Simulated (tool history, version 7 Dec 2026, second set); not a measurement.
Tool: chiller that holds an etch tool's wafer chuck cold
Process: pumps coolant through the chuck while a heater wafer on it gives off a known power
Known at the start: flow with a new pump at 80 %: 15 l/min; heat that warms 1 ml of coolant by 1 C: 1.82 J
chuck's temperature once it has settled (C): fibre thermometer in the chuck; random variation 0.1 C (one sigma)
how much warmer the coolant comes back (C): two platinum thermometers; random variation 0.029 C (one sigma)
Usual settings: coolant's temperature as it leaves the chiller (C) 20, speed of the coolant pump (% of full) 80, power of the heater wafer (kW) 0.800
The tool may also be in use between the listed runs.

| run | day | coolant's temperature as it leaves the chiller (C) | speed of the coolant pump (% of full) | power of the heater wafer (kW) | chuck's temperature once it has settled (C) | how much warmer the coolant comes back (C) |
|---|---|---|---|---|---|---|
| 1 | 0.000 | 20 | 80 | 0.800 | 25.5 | 1.69 |
| 2 | 4.029 | 20 | 80 | 0.800 | 25.5 | 1.77 |
| 3 | 6.817 | 20 | 80 | 0.800 | 25.4 | 1.77 |
| 4 | 11.279 | 20 | 80 | 0.800 | 25.5 | 1.74 |
| 5 | 14.950 | 20 | 71 | 0.800 | 26.3 | 2.02 |
| 6 | 19.267 | 20 | 71 | 0.800 | 26.4 | 1.95 |
| 7 | 23.617 | 21 | 80 | 0.800 | 26.7 | 1.73 |
| 8 | 26.258 | 19 | 80 | 0.800 | 24.6 | 1.70 |
| 9 | 30.329 | 19 | 80 | 0.800 | 24.5 | 1.79 |
| 10 | 34.425 | 19 | 80 | 0.800 | 24.5 | 1.71 |
| 11 | 37.075 | 19 | 80 | 0.800 | 24.6 | 1.66 |
| 12 | 39.862 | 20 | 80 | 0.800 | 25.7 | 1.69 |
| 13 | 42.179 | 20 | 80 | 0.800 | 25.7 | 1.73 |
| 14 | 45.342 | 20 | 80 | 0.800 | 25.6 | 1.71 |
| 15 | 49.575 | 20 | 80 | 0.628 | 24.7 | 1.30 |
| 16 | 53.517 | 20 | 80 | 0.628 | 24.5 | 1.34 |
| 17 | 56.033 | 20 | 80 | 0.628 | 24.5 | 1.32 |
|  | 59.192 | coolant changed, channels flushed |
| 18 | 59.704 | 20 | 80 | 0.472 | 23.5 | 0.94 |
| 19 | 61.633 | 23 | 93 | 0.592 | 26.8 | 1.03 |
| 20 | 64.850 | 23 | 93 | 0.592 | 26.5 | 1.05 |
| 21 | 68.425 | 23 | 97 | 0.592 | 26.5 | 0.96 |
| 22 | 70.996 | 20 | 76 | 0.911 | 26.7 | 2.03 |
| 23 | 74.108 | 20 | 84 | 0.828 | 25.7 | 1.61 |
| 24 | 76.612 | 25 | 70 | 0.800 | 31.3 | 1.93 |
| 25 | 80.721 | 18 | 67 | 0.603 | 22.9 | 1.46 |
|  | 83.429 | chiller's thermometer calibrated |
| 26 | 83.458 | 14 | 86 | 0.486 | 17.2 | 0.85 |
| 27 | 87.871 | 19 | 99 | 0.800 | 23.7 | 1.30 |
| 28 | 90.871 | 30 | 80 | 0.800 | 35.7 | 1.67 |
| 29 | 93.700 | 30 | 80 | 1.062 | 37.6 | 2.19 |
| 30 | 97.408 | 17 | 61 | 0.959 | 25.6 | 2.62 |
| 31 | 100.425 | 20 | 68 | 0.800 | 26.5 | 1.90 |

Forecast each of these 4 alternatives for the next run:
| A | 102.533 | 20 | 71 | 0.458 | ? | ? |
| B | 102.533 | 20 | 89 | 0.411 | ? | ? |
| C | 102.533 | 20 | 89 | 0.800 | ? | ? |
| D | 102.533 | 25 | 66 | 0.622 | ? | ? |

| run | chuck's temperature once it has settled (C) | how much warmer the coolant comes back (C) |
|---|---|---|
| A | 23.5 | 0.98 |
| B | 22.6 | 0.62 |
| C | 25.3 | 1.43 |
| D | 30.2 | 1.50 |
Without the tool's hidden state the same runs would have given:
| run | chuck's temperature once it has settled (C) | how much warmer the coolant comes back (C) |
|---|---|---|
| A | 23.5 | 1.12 |
| B | 22.6 | 0.76 |
| C | 25.3 | 1.57 |
| D | 30.2 | 1.64 |
